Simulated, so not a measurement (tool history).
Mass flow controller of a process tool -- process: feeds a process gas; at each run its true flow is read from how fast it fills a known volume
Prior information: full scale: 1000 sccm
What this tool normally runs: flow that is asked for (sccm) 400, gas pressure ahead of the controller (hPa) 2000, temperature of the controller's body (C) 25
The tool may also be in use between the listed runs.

run,hour,flow that is asked for (sccm),gas pressure ahead of the controller (hPa),temperature of the controller's body (C),true flow (%)
1,0.0,400,2000,25,99.33
2,104.4,400,2000,25,99.14
3,153.5,400,2170,25,99.35
4,259.8,400,2170,25,99.37
5,369.1,400,1500,25,98.84
6,453.8,400,1500,25,98.88
7,513.9,400,1500,25,99.02
8,626.0,400,1500,29,98.91
9,675.1,400,2000,25,99.16
10,759.5,400,2130,25,99.41
11,854.5,400,2130,25,99.41
12,932.5,400,2130,25,99.25
13,1028.2,400,2000,25,99.22
14,1080.1,400,2000,25,99.32
15,1127.2,400,2000,25,99.26
16,1180.8,400,2000,25,99.23
17,1286.3,400,2000,25,99.22
18,1381.8,400,2000,25,99.24
19,1428.0,400,2000,25,99.33
20,1540.3,400,2000,25,99.28
21,1586.1,400,2000,21,99.41
22,1642.7,400,2000,21,99.43
23,1693.8,400,2000,21,99.26
24,1783.1,400,2000,21,99.52
25,1891.0,400,2000,21,99.39
26,1996.8,400,2000,21,99.37
27,2100.5,907,2720,32,100.11
28,2156.4,117,2410,32,99.00

Run 29 is up next; what results do you expect?
29,2264.0,114,2000,31,?

{"run 29": {"true flow (%)": 98.71}}
Without the tool's hidden state the same run would have given true flow (%) 98.73.
